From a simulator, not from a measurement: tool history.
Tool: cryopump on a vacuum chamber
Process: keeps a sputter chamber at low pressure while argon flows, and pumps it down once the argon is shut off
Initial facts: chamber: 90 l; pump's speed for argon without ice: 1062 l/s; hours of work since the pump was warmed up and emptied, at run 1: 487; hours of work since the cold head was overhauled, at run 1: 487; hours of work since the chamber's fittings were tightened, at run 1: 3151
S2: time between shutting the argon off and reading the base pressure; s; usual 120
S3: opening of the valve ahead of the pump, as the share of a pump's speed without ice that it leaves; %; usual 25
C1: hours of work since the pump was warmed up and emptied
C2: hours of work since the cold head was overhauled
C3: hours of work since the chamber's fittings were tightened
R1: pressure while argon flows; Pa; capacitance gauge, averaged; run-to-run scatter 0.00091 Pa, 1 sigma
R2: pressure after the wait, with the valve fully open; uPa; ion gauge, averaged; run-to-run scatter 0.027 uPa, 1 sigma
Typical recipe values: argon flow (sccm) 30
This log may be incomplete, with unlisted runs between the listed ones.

Run 1, hour 0: usual settings; C1 487; C2 487; C3 3151. Result: R1 0.1963 Pa, R2 3.84 uPa.
Run 2, hour 13: usual settings; C1 497; C2 497; C3 3161. Result: R1 0.1952 Pa, R2 3.84 uPa.
Run 3, hour 43.2: usual settings but argon flow (sccm) 53; C1 519; C2 519; C3 3184. Result: R1 0.3462 Pa, R2 3.91 uPa.
Run 4, hour 69.7: usual settings but argon flow (sccm) 53; C1 539; C2 539; C3 3204. Result: R1 0.3473 Pa, R2 3.86 uPa.
Run 5, hour 92.1: usual settings but argon flow (sccm) 53; C1 556; C2 556; C3 3220. Result: R1 0.3493 Pa, R2 3.93 uPa.
Run 6, hour 116.4: usual settings but argon flow (sccm) 53; C1 574; C2 574; C3 3239. Result: R1 0.3518 Pa, R2 3.94 uPa.
Run 7, hour 141.5: usual settings but argon flow (sccm) 53; C1 593; C2 593; C3 3258. Result: R1 0.3486 Pa, R2 4.03 uPa.
Run 8, hour 169.5: usual settings but argon flow (sccm) 53; C1 614; C2 614; C3 3279. Result: R1 0.3481 Pa, R2 4.12 uPa.
Run 9, hour 185.9: usual settings but S2 139 s; C1 627; C2 627; C3 3291. Result: R1 0.1968 Pa, R2 3.95 uPa.
Run 10, hour 210.5: usual settings but S2 139 s, S3 31 %; C1 645; C2 645; C3 3309. Result: R1 0.16 Pa, R2 3.99 uPa.
Run 11, hour 235.9: usual settings but argon flow (sccm) 18; C1 664; C2 664; C3 3328. Result: R1 0.118 Pa, R2 4.15 uPa.
Run 12, hour 255.9: usual settings but argon flow (sccm) 18; C1 679; C2 679; C3 3343. Result: R1 0.1186 Pa, R2 4.11 uPa.
Run 13, hour 274.1: usual settings but argon flow (sccm) 18; C1 693; C2 693; C3 3357. Result: R1 0.119 Pa, R2 4.27 uPa.
Run 14, hour 299.3: usual settings; C1 712; C2 712; C3 3376. Result: R1 0.1995 Pa, R2 4.13 uPa.
Run 15, hour 326.5: usual settings but S3 29 %; C1 732; C2 732; C3 3396. Result: R1 0.1723 Pa, R2 4.23 uPa.
Run 16, hour 354.3: usual settings but S2 163 s; C1 753; C2 753; C3 3417. Result: R1 0.1998 Pa, R2 4.04 uPa.
Run 17, hour 379.6: usual settings but S3 54 %; C1 772; C2 772; C3 3436. Result: R1 0.0968 Pa, R2 4.23 uPa.
Run 18, hour 399.3: usual settings but S3 54 %; C1 787; C2 787; C3 3451. Result: R1 0.0971 Pa, R2 4.2 uPa.
Run 19, hour 429.4: usual settings but S3 54 %; C1 810; C2 810; C3 3474. Result: R1 0.0966 Pa, R2 4.41 uPa.
Run 20, hour 450.8: usual settings but argon flow (sccm) 55, S2 257 s, S3 54 %; C1 826; C2 826; C3 3490. Result: R1 0.179 Pa, R2 3.77 uPa.
Run 21, hour 464.5: usual settings but S2 82 s; C1 836; C2 836; C3 3500. Result: R1 0.1994 Pa, R2 4.82 uPa.
Run 22, hour 490.2: usual settings but argon flow (sccm) 46, S2 35 s, S3 44 %; C1 855; C2 855; C3 3520. Result: R1 0.1799 Pa, R2 6.55 uPa.
Run 23, hour 519.2: usual settings but argon flow (sccm) 14, S2 31 s, S3 17 %; C1 877; C2 877; C3 3541. Result: R1 0.1353 Pa, R2 7.06 uPa.
Run 24, hour 531.8: usual settings; C1 887; C2 887; C3 3551. Result: R1 0.2007 Pa, R2 4.55 uPa.
Run 25, hour 560.1: usual settings but S2 169 s, S3 34 %; C1 908; C2 908; C3 3572. Result: R1 0.151 Pa, R2 4.31 uPa.
Run 26, hour 572.2: usual settings but argon flow (sccm) 20, S2 213 s, S3 34 %; C1 917; C2 917; C3 3581. Result: R1 0.1013 Pa, R2 4.08 uPa.
Run 27, hour 594.8: usual settings but argon flow (sccm) 13, S2 236 s; C1 934; C2 934; C3 3598. Result: R1 0.0876 Pa, R2 4.1 uPa.
Run 28, hour 613.4: usual settings but argon flow (sccm) 13, S2 236 s, S3 28 %; C1 948; C2 948; C3 3612. Result: R1 0.0783 Pa, R2 4.02 uPa.
Run 29, hour 634.6: usual settings but S2 70 s, S3 42 %; C1 964; C2 964; C3 3628. Result: R1 0.1253 Pa, R2 5.21 uPa.
Run 30, hour 650.7: usual settings but argon flow (sccm) 54, S2 53 s, S3 42 %; C1 976; C2 976; C3 3640. Result: R1 0.2243 Pa, R2 5.73 uPa.
Run 31, hour 677.6: usual settings but argon flow (sccm) 21, S2 45 s; C1 996; C2 996; C3 3660. Result: R1 0.1407 Pa, R2 6.21 uPa.
Run 32, hour 695.2: usual settings but argon flow (sccm) 21, S2 46 s; C1 1009; C2 1009; C3 3674. Result: R1 0.1408 Pa, R2 6.3 uPa.
Run 33, hour 720: usual settings but argon flow (sccm) 50, S2 46 s; C1 1028; C2 1028; C3 3692. Result: R1 0.3352 Pa, R2 6.21 uPa.
Run 34, hour 740.2: usual settings but argon flow (sccm) 50, S2 46 s; C1 1043; C2 1043; C3 3707. Result: R1 0.337 Pa, R2 6.05 uPa.

Measured less the same run without the tool's hidden state. The same run-to-run variation is in both; the gauge's scatter may not be:
Hidden conditions of the tool in this case: pump's speed, % of a pump's without ice; cold plate's temperature, K; leak into the chamber, uPa l/s; drift of the gauge itself on working_pa, %; drift of the gauge itself on base_upa, %.
run       R1     R2
  1  +0.0051  +2.66
  2  +0.0052  +2.67
  3  +0.0097   +2.7
  4  +0.0101  +2.72
  5  +0.0105  +2.75
  6  +0.0109  +2.77
  7  +0.0112  +2.83
  8  +0.0115  +2.91
  9  +0.0067  +2.87
 10  +0.0069  +2.92
 11  +0.0042  +2.95
 12  +0.0043  +2.94
 13  +0.0044  +3.03
 14  +0.0077  +2.98
 15   +0.008  +3.03
 16  +0.0083  +3.09
 17  +0.0085  +3.06
 18  +0.0087  +3.07
 19  +0.0089   +3.2
 20  +0.0167   +3.1
 21  +0.0092   +3.2
 22  +0.0144  +3.24
 23  +0.0045  +3.29
 24  +0.0099  +3.34
 25  +0.0101  +3.36
 26  +0.0069  +3.32
 27  +0.0045  +3.37
 28  +0.0046  +3.31
 29  +0.0109   +3.4
 30  +0.0199  +3.42
 31  +0.0079  +3.51
 32   +0.008  +3.59
 33  +0.0193  +3.54
 34  +0.0197  +3.47

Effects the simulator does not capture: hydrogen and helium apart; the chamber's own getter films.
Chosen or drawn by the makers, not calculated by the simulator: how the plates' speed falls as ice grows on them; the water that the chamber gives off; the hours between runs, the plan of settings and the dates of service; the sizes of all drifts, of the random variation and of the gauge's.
